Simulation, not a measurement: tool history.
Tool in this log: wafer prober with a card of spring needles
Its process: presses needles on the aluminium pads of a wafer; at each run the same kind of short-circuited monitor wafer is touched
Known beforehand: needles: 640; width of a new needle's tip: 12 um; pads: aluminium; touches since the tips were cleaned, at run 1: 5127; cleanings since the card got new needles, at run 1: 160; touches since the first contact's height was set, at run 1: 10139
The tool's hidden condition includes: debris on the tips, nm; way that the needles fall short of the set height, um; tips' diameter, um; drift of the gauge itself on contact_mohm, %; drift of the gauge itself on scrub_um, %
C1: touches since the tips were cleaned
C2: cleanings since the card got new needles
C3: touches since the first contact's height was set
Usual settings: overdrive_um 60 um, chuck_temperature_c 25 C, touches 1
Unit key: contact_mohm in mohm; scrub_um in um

run 1 hour=0.0 | overdrive_um=60 chuck_temperature_c=25 touches=1 | C1=5127 C2=160 C3=10139 | contact_mohm=189 scrub_um=15.14
-- hour=4.1 tips cleaned on abrasive film
-- hour=20.4 tips cleaned on abrasive film
-- hour=36.8 tips cleaned on abrasive film
-- hour=53.1 tips cleaned on abrasive film
-- hour=73.4 tips cleaned on abrasive film
-- hour=89.7 tips cleaned on abrasive film
run 2 hour=99.9 | overdrive_um=60 chuck_temperature_c=25 touches=1 | C1=4206 C2=166 C3=51087 | contact_mohm=185 scrub_um=15.15
-- hour=108.2 tips cleaned on abrasive film
-- hour=124.5 tips cleaned on abrasive film
-- hour=142.3 tips cleaned on abrasive film
run 3 hour=142.3 | overdrive_um=60 chuck_temperature_c=25 touches=1 | C1=0 C2=169 C3=68430 | contact_mohm=184 scrub_um=15.13
-- hour=162.7 tips cleaned on abrasive film
-- hour=179.0 tips cleaned on abrasive film
-- hour=195.3 tips cleaned on abrasive film
run 4 hour=207.8 | overdrive_um=60 chuck_temperature_c=25 touches=1 | C1=5163 C2=172 C3=95307 | contact_mohm=184 scrub_um=15.18
-- hour=212.0 tips cleaned on abrasive film
-- hour=228.3 tips cleaned on abrasive film
-- hour=244.6 tips cleaned on abrasive film
-- hour=260.9 tips cleaned on abrasive film
-- hour=280.9 tips cleaned on abrasive film
run 5 hour=280.9 | overdrive_um=60 chuck_temperature_c=25 touches=1 | C1=0 C2=177 C3=125226 | contact_mohm=188 scrub_um=15.13
-- hour=301.3 tips cleaned on abrasive film
-- hour=301.6 height of the first contact set anew
-- hour=317.9 tips cleaned on abrasive film
run 6 hour=331.6 | overdrive_um=60 chuck_temperature_c=66 touches=1 | C1=5668 C2=179 C3=12350 | contact_mohm=196 scrub_um=15.13
-- hour=335.8 tips cleaned on abrasive film
-- hour=356.2 tips cleaned on abrasive film
-- hour=376.5 tips cleaned on abrasive film
-- hour=392.8 tips cleaned on abrasive film
run 7 hour=398.4 | overdrive_um=41 chuck_temperature_c=25 touches=1 | C1=2299 C2=183 C3=39706 | contact_mohm=190 scrub_um=10.31
-- hour=410.7 tips cleaned on abrasive film
-- hour=427.0 tips cleaned on abrasive film
-- hour=443.3 tips cleaned on abrasive film
-- hour=459.6 tips cleaned on abrasive film
run 8 hour=470.8 | overdrive_um=41 chuck_temperature_c=25 touches=1 | C1=4618 C2=187 C3=69382 | contact_mohm=190 scrub_um=10.39
-- hour=479.0 tips cleaned on abrasive film
-- hour=495.3 tips cleaned on abrasive film
-- hour=511.6 tips cleaned on abrasive film
-- hour=528.0 tips cleaned on abrasive film
run 9 hour=543.9 | overdrive_um=60 chuck_temperature_c=25 touches=3 | C1=6557 C2=191 C3=99326 | contact_mohm=186 scrub_um=15.15
-- hour=548.0 tips cleaned on abrasive film
-- hour=564.3 tips cleaned on abrasive film
-- hour=580.6 tips cleaned on abrasive film
run 10 hour=592.3 | overdrive_um=60 chuck_temperature_c=25 touches=3 | C1=4811 C2=194 C3=119171 | contact_mohm=183 scrub_um=15.17
-- hour=600.5 tips cleaned on abrasive film
-- hour=620.9 tips cleaned on abrasive film
-- hour=632.9 card fitted with new needles
-- hour=653.2 tips cleaned on abrasive film
-- hour=673.6 tips cleaned on abrasive film
run 11 hour=675.7 | overdrive_um=54 chuck_temperature_c=25 touches=3 | C1=867 C2=2 C3=17571 | contact_mohm=188 scrub_um=13.60
-- hour=692.0 tips cleaned on abrasive film
-- hour=708.3 tips cleaned on abrasive film
-- hour=724.6 tips cleaned on abrasive film
-- hour=743.3 tips cleaned on abrasive film
run 12 hour=743.3 | overdrive_um=54 chuck_temperature_c=25 touches=3 | C1=0 C2=6 C3=45261 | contact_mohm=187 scrub_um=13.63
-- hour=763.7 tips cleaned on abrasive film
-- hour=780.0 tips cleaned on abrasive film
-- hour=800.3 tips cleaned on abrasive film
-- hour=816.6 tips cleaned on abrasive film
-- hour=837.0 tips cleaned on abrasive film
run 13 hour=838.6 | overdrive_um=54 chuck_temperature_c=25 touches=3 | C1=658 C2=11 C3=84338 | contact_mohm=184 scrub_um=13.67
-- hour=854.9 tips cleaned on abrasive film
-- hour=871.2 tips cleaned on abrasive film
-- hour=887.5 tips cleaned on abrasive film
-- hour=903.8 tips cleaned on abrasive film
-- hour=920.2 tips cleaned on abrasive film
-- hour=936.5 tips cleaned on abrasive film
run 14 hour=937.8 | overdrive_um=54 chuck_temperature_c=25 touches=3 | C1=559 C2=17 C3=124989 | contact_mohm=187 scrub_um=13.66
-- hour=954.1 tips cleaned on abrasive film
-- hour=958.5 height of the first contact set anew
-- hour=970.8 tips cleaned on abrasive film
-- hour=987.1 tips cleaned on abrasive film
-- hour=1007.4 tips cleaned on abrasive film
run 15 hour=1014.5 | overdrive_um=54 chuck_temperature_c=25 touches=3 | C1=2895 C2=21 C3=22941 | contact_mohm=188 scrub_um=13.64
-- hour=1026.7 tips cleaned on abrasive film
-- hour=1043.0 tips cleaned on abrasive film
-- hour=1063.4 tips cleaned on abrasive film
-- hour=1079.7 tips cleaned on abrasive film
run 16 hour=1084.6 | overdrive_um=47 chuck_temperature_c=63 touches=1 | C1=2004 C2=25 C3=51672 | contact_mohm=197 scrub_um=11.86
-- hour=1096.8 tips cleaned on abrasive film
-- hour=1113.1 tips cleaned on abrasive film
-- hour=1129.4 tips cleaned on abrasive film
run 17 hour=1132.3 | overdrive_um=47 chuck_temperature_c=34 touches=1 | C1=1176 C2=28 C3=71224 | contact_mohm=193 scrub_um=11.91
-- hour=1148.6 tips cleaned on abrasive film
-- hour=1169.0 tips cleaned on abrasive film
-- hour=1185.3 tips cleaned on abrasive film
-- hour=1205.6 tips cleaned on abrasive film
run 18 hour=1219.4 | overdrive_um=79 chuck_temperature_c=28 touches=1 | C1=5680 C2=32 C3=106972 | contact_mohm=184 scrub_um=20.01
-- hour=1223.6 tips cleaned on abrasive film
-- hour=1239.9 tips cleaned on abrasive film
-- hour=1256.2 tips cleaned on abrasive film
-- hour=1272.5 tips cleaned on abrasive film
run 19 hour=1276.0 | overdrive_um=57 chuck_temperature_c=34 touches=1 | C1=1439 C2=36 C3=130129 | contact_mohm=189 scrub_um=14.36
-- hour=1284.4 height of the first contact set anew
-- hour=1292.6 tips cleaned on abrasive film
-- hour=1308.9 tips cleaned on abrasive film
-- hour=1325.2 tips cleaned on abrasive film
run 20 hour=1327.9 | overdrive_um=59 chuck_temperature_c=31 touches=1 | C1=1095 C2=39 C3=17799 | contact_mohm=187 scrub_um=14.90
-- hour=1344.2 tips cleaned on abrasive film
-- hour=1360.5 tips cleaned on abrasive film
-- hour=1380.9 tips cleaned on abrasive film
-- hour=1401.3 tips cleaned on abrasive film
run 21 hour=1404.0 | overdrive_um=59 chuck_temperature_c=47 touches=2 | C1=1134 C2=43 C3=49002 | contact_mohm=191 scrub_um=14.87
-- hour=1420.3 tips cleaned on abrasive film
-- hour=1436.6 tips cleaned on abrasive film
-- hour=1457.0 tips cleaned on abrasive film
run 22 hour=1469.7 | overdrive_um=70 chuck_temperature_c=82 touches=2 | C1=5225 C2=46 C3=75944 | contact_mohm=196 scrub_um=17.62
-- hour=1473.8 tips cleaned on abrasive film
-- hour=1494.2 tips cleaned on abrasive film
-- hour=1510.5 tips cleaned on abrasive film
-- hour=1530.9 tips cleaned on abrasive film
-- hour=1547.2 tips cleaned on abrasive film
run 23 hour=1562.1 | overdrive_um=70 chuck_temperature_c=82 touches=2 | C1=6159 C2=51 C3=113841 | contact_mohm=195 scrub_um=17.71
-- hour=1566.3 tips cleaned on abrasive film
-- hour=1582.6 tips cleaned on abrasive film
-- hour=1598.9 tips cleaned on abrasive film
-- hour=1611.3 height of the first contact set anew
-- hour=1615.5 tips cleaned on abrasive film
-- hour=1635.9 tips cleaned on abrasive film
-- hour=1656.2 tips cleaned on abrasive film
run 24 hour=1658.5 | overdrive_um=63 chuck_temperature_c=63 touches=2 | C1=928 C2=57 C3=19303 | contact_mohm=194 scrub_um=15.94
-- hour=1674.8 tips cleaned on abrasive film
-- hour=1695.2 tips cleaned on abrasive film
-- hour=1711.5 tips cleaned on abrasive film
-- hour=1731.8 tips cleaned on abrasive film
run 25 hour=1741.3 | overdrive_um=64 chuck_temperature_c=106 touches=1 | C1=3887 C2=61 C3=53257 | contact_mohm=202 scrub_um=16.14
-- hour=1749.5 tips cleaned on abrasive film
-- hour=1769.8 tips cleaned on abrasive film
-- hour=1786.1 tips cleaned on abrasive film
run 26 hour=1792.9 | overdrive_um=64 chuck_temperature_c=106 touches=1 | C1=2801 C2=64 C3=74434 | contact_mohm=202 scrub_um=16.16

Here are 3 independent what-if runs from the current tool condition. What would each one return?
-- hour=1805.2 tips cleaned on abrasive film
-- hour=1821.5 tips cleaned on abrasive film
-- hour=1840.6 tips cleaned on abrasive film
run A hour=1840.6 | overdrive_um=51 chuck_temperature_c=25 touches=1 | C1=0 C2=67 C3=93976 | contact_mohm=? scrub_um=?
-- hour=1805.2 tips cleaned on abrasive film
-- hour=1821.5 tips cleaned on abrasive film
-- hour=1840.6 tips cleaned on abrasive film
run B hour=1840.6 | overdrive_um=40 chuck_temperature_c=59 touches=2 | C1=0 C2=67 C3=93976 | contact_mohm=? scrub_um=?
-- hour=1805.2 tips cleaned on abrasive film
-- hour=1821.5 tips cleaned on abrasive film
-- hour=1840.6 tips cleaned on abrasive film
run C hour=1840.6 | overdrive_um=64 chuck_temperature_c=106 touches=1 | C1=0 C2=67 C3=93976 | contact_mohm=? scrub_um=?

run=A contact_mohm=191 scrub_um=12.89
run=B contact_mohm=204 scrub_um=10.12
run=C contact_mohm=203 scrub_um=16.16
What these runs would have given with no unlogged condition in the tool:
run=A contact_mohm=191 scrub_um=12.89
run=B contact_mohm=204 scrub_um=10.12
run=C contact_mohm=203 scrub_um=16.16
